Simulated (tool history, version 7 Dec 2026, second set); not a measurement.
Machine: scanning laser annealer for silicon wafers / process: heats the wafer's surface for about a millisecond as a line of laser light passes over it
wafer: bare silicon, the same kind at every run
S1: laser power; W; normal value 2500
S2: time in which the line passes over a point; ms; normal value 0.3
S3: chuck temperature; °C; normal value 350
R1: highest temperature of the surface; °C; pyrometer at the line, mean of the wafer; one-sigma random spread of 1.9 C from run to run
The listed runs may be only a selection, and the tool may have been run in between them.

Run 1, hour 0: usual settings. Result: R1 1170 °C.
Run 2, hour 14.8: usual settings. Result: R1 1170 °C.
Run 3, hour 27.5: usual settings. Result: R1 1170 °C.
Run 4, hour 37.9: usual settings. Result: R1 1168 °C.
Run 5, hour 50.2: usual settings but S3 322 °C. Result: R1 1140 °C.
Run 6, hour 61.1: usual settings but S3 322 °C. Result: R1 1141 °C.
Run 7, hour 69.3: usual settings but S3 322 °C. Result: R1 1138 °C.
Run 8, hour 77.7: usual settings but S3 328 °C. Result: R1 1144 °C.
Run 9, hour 94.4: usual settings but S3 328 °C. Result: R1 1142 °C.
Run 10, hour 110.6: usual settings but S3 328 °C. Result: R1 1142 °C.
Run 11, hour 121.4: usual settings but S3 363 °C. Result: R1 1178 °C.
Run 12, hour 137.9: usual settings but S3 363 °C. Result: R1 1178 °C.
Run 13, hour 152.3: usual settings but S1 2551 W. Result: R1 1186 °C.
Run 14, hour 167.3: usual settings but S1 2551 W. Result: R1 1181 °C.
Run 15, hour 179: usual settings but S1 2551 W. Result: R1 1182 °C.
Run 16, hour 191.4: usual settings. Result: R1 1160 °C.
Run 17, hour 211.1: usual settings but S1 2503 W. Result: R1 1163 °C.
Run 18, hour 224.6: usual settings. Result: R1 1159 °C.
Run 19, hour 233.2: usual settings but S1 2459 W, S2 0.338 ms, S3 363 °C. Result: R1 1194 °C.
Run 20, hour 244.7: usual settings but S1 2163 W, S3 364 °C. Result: R1 1030 °C.
Run 21, hour 253.3: usual settings but S1 2328 W, S2 0.235 ms, S3 311 °C. Result: R1 973 °C.
Run 22, hour 267.5: usual settings but S2 0.342 ms. Result: R1 1199 °C.
Run 23, hour 281.1: usual settings but S1 2355 W, S2 0.221 ms, S3 323 °C. Result: R1 975 °C.
Run 24, hour 295.8: usual settings but S1 2279 W, S2 0.232 ms, S3 341 °C. Result: R1 979 °C.
Run 25, hour 304.1: usual settings but S1 2279 W, S2 0.232 ms, S3 341 °C. Result: R1 977 °C.
Run 26, hour 322.7: usual settings but S1 2279 W, S2 0.232 ms, S3 341 °C. Result: R1 979 °C.
Run 27, hour 340.4: usual settings but S1 2614 W, S3 348 °C. Result: R1 1199 °C.
Run 28, hour 354.3: usual settings but S1 2614 W, S3 348 °C. Result: R1 1197 °C.
Run 29, hour 372.2: usual settings but S1 2531 W, S2 0.34 ms. Result: R1 1206 °C.
Run 30, hour 382.6: usual settings but S1 2532 W, S2 0.251 ms, S3 376 °C. Result: R1 1130 °C.
Run 31, hour 391.5: usual settings but S1 2237 W, S3 367 °C. Result: R1 1054 °C.
Run 32, hour 408.9: usual settings but S1 2237 W, S3 367 °C. Result: R1 1058 °C.
Run 33, hour 429: usual settings but S1 2237 W, S3 367 °C. Result: R1 1058 °C.
Run 34, hour 443: usual settings but S1 2237 W, S3 367 °C. Result: R1 1056 °C.
Run 35, hour 454.8: usual settings but S1 2237 W, S3 367 °C. Result: R1 1053 °C.

Branching from run 35: 5 alternative next runs. What would each branch give?
Run A, hour 473.9: usual settings but S1 2626 W, S2 0.293 ms, S3 367 °C. Result: R1 ?.
Run B, hour 473.9: usual settings but S1 2237 W, S3 315 °C. Result: R1 ?.
Run C, hour 473.9: usual settings but S1 2197 W, S2 0.295 ms, S3 347 °C. Result: R1 ?.
Run D, hour 473.9: usual settings but S1 2506 W, S2 0.221 ms, S3 367 °C. Result: R1 ?.
Run E, hour 473.9: usual settings but S1 2373 W, S3 383 °C. Result: R1 ?.

run    R1
  A  1204
  B   999
  C  1011
  D  1065
  E  1124
Stripped of hidden state, with their random variation kept, the same runs would have yielded:
run    R1
  A  1260
  B  1045
  C  1056
  D  1112
  E  1173
